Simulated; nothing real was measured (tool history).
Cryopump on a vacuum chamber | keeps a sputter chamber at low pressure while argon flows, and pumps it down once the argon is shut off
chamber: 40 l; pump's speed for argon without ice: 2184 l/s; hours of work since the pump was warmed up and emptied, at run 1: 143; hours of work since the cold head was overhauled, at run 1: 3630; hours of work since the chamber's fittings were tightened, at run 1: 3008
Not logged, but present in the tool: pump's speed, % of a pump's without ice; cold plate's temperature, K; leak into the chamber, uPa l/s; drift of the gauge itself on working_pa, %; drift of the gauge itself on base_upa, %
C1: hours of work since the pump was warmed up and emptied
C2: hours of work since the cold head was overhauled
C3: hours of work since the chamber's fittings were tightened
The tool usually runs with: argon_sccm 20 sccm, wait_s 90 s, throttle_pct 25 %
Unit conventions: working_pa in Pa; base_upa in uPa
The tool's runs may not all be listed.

run 1 hour=0 | argon_sccm=20 wait_s=90 throttle_pct=25 | C1=143 C2=3630 C3=3008 | working_pa=0.0642 base_upa=2.29
run 2 hour=85.2 | argon_sccm=20 wait_s=166 throttle_pct=25 | C1=207 C2=3694 C3=3073 | working_pa=0.0652 base_upa=2.22
run 3 hour=211.8 | argon_sccm=20 wait_s=166 throttle_pct=25 | C1=303 C2=3790 C3=3169 | working_pa=0.0667 base_upa=2.46
run 4 hour=274.8 | argon_sccm=20 wait_s=83 throttle_pct=25 | C1=351 C2=3838 C3=3216 | working_pa=0.0669 base_upa=2.73
run 5 hour=371.1 | argon_sccm=20 wait_s=83 throttle_pct=42 | C1=424 C2=3911 C3=3289 | working_pa=0.044 base_upa=2.95
-- hour=435.9 leaking fittings of the chamber tightened, without venting
run 6 hour=444.3 | argon_sccm=20 wait_s=83 throttle_pct=42 | C1=478 C2=3965 C3=6 | working_pa=0.045 base_upa=0.65
-- hour=483.1 pump warmed up, emptied and cooled again
run 7 hour=545.5 | argon_sccm=20 wait_s=90 throttle_pct=25 | C1=47 C2=4037 C3=79 | working_pa=0.0631 base_upa=0.62
run 8 hour=647.8 | argon_sccm=20 wait_s=90 throttle_pct=25 | C1=125 C2=4115 C3=157 | working_pa=0.0649 base_upa=0.62
run 9 hour=775.2 | argon_sccm=20 wait_s=90 throttle_pct=56 | C1=221 C2=4211 C3=253 | working_pa=0.0319 base_upa=0.71
run 10 hour=876.3 | argon_sccm=20 wait_s=90 throttle_pct=56 | C1=298 C2=4288 C3=330 | working_pa=0.0325 base_upa=0.8
run 11 hour=1004.4 | argon_sccm=20 wait_s=90 throttle_pct=25 | C1=395 C2=4385 C3=427 | working_pa=0.0687 base_upa=0.92
run 12 hour=1105.5 | argon_sccm=20 wait_s=90 throttle_pct=25 | C1=471 C2=4462 C3=503 | working_pa=0.0706 base_upa=1.02
-- hour=1153 pump warmed up, emptied and cooled again
run 13 hour=1226.7 | argon_sccm=20 wait_s=90 throttle_pct=25 | C1=56 C2=4550 C3=591 | working_pa=0.0641 base_upa=0.91
run 14 hour=1320 | argon_sccm=20 wait_s=90 throttle_pct=25 | C1=127 C2=4620 C3=662 | working_pa=0.0636 base_upa=0.96
run 15 hour=1451.5 | argon_sccm=20 wait_s=90 throttle_pct=25 | C1=226 C2=4720 C3=762 | working_pa=0.0663 base_upa=1.05
run 16 hour=1580.4 | argon_sccm=20 wait_s=90 throttle_pct=25 | C1=324 C2=4817 C3=859 | working_pa=0.0674 base_upa=1.2
run 17 hour=1670 | argon_sccm=13 wait_s=129 throttle_pct=53 | C1=392 C2=4885 C3=927 | working_pa=0.0222 base_upa=1.2
run 18 hour=1768.9 | argon_sccm=13 wait_s=129 throttle_pct=53 | C1=467 C2=4960 C3=1002 | working_pa=0.0234 base_upa=1.27
-- hour=1826.5 pump warmed up, emptied and cooled again
run 19 hour=1852.4 | argon_sccm=13 wait_s=129 throttle_pct=53 | C1=20 C2=5020 C3=1061 | working_pa=0.0201 base_upa=1.04
run 20 hour=1978.2 | argon_sccm=23 wait_s=27 throttle_pct=22 | C1=115 C2=5115 C3=1157 | working_pa=0.0841 base_upa=2.2
run 21 hour=2077.5 | argon_sccm=23 wait_s=27 throttle_pct=22 | C1=190 C2=5190 C3=1232 | working_pa=0.0846 base_upa=2.3
run 22 hour=2200.7 | argon_sccm=23 wait_s=27 throttle_pct=22 | C1=283 C2=5284 C3=1325 | working_pa=0.0861 base_upa=2.41
run 23 hour=2309.7 | argon_sccm=15 wait_s=144 throttle_pct=36 | C1=366 C2=5366 C3=1408 | working_pa=0.0373 base_upa=1.52
run 24 hour=2393.5 | argon_sccm=22 wait_s=62 throttle_pct=36 | C1=429 C2=5430 C3=1471 | working_pa=0.0548 base_upa=1.91
run 25 hour=2471.1 | argon_sccm=25 wait_s=130 throttle_pct=28 | C1=488 C2=5488 C3=1530 | working_pa=0.0797 base_upa=1.82
-- hour=2499.3 pump warmed up, emptied and cooled again
run 26 hour=2564.6 | argon_sccm=14 wait_s=89 throttle_pct=18 | C1=50 C2=5555 C3=1597 | working_pa=0.0613 base_upa=1.51
run 27 hour=2689.1 | argon_sccm=12 wait_s=90 throttle_pct=25 | C1=144 C2=5650 C3=1691 | working_pa=0.04 base_upa=1.63
run 28 hour=2768.3 | argon_sccm=33 wait_s=36 throttle_pct=20 | C1=204 C2=5710 C3=1751 | working_pa=0.1341 base_upa=2.26
run 29 hour=2848 | argon_sccm=33 wait_s=36 throttle_pct=20 | C1=264 C2=5770 C3=1812 | working_pa=0.1354 base_upa=2.31
run 30 hour=2954.1 | argon_sccm=10 wait_s=90 throttle_pct=15 | C1=344 C2=5850 C3=1892 | working_pa=0.0542 base_upa=1.99
run 31 hour=3023.4 | argon_sccm=28 wait_s=128 throttle_pct=41 | C1=397 C2=5903 C3=1945 | working_pa=0.0627 base_upa=1.98
run 32 hour=3102.8 | argon_sccm=25 wait_s=90 throttle_pct=25 | C1=457 C2=5963 C3=2005 | working_pa=0.0878 base_upa=2.24

A few steps of working_pa between consecutive runs. Split each: what settings, incoming material and random variation would produce without the hidden state, and what is left over for the hidden state, along with gauge scatter present in only one of the two compared results (measured, and without hidden state):
Run 6 -> 7: wait_s 83 -> 90, throttle_pct 42 -> 25, pump warmed up, emptied and cooled again. working_pa +0.0181 Pa: hidden state -0.0064, all else +0.0245.
Run 19 -> 20: argon_sccm 13 -> 23, wait_s 129 -> 27, throttle_pct 53 -> 22. working_pa +0.064 Pa: hidden state +0.002, all else +0.062.
Run 25 -> 26: argon_sccm 25 -> 14, wait_s 130 -> 89, throttle_pct 28 -> 18, pump warmed up, emptied and cooled again. working_pa -0.0184 Pa: hidden state -0.0101, all else -0.0083.
Run 27 -> 28: argon_sccm 12 -> 33, wait_s 90 -> 36, throttle_pct 25 -> 20. working_pa +0.0941 Pa: hidden state +0.0044, all else +0.0897.
Run 29 -> 30: argon_sccm 33 -> 10, wait_s 36 -> 90, throttle_pct 20 -> 15. working_pa -0.0812 Pa: hidden state -0.0046, all else -0.0766.
Run 30 -> 31: argon_sccm 10 -> 28, wait_s 90 -> 128, throttle_pct 15 -> 41. working_pa +0.0085 Pa: hidden state +0.0068, all else +0.0017.
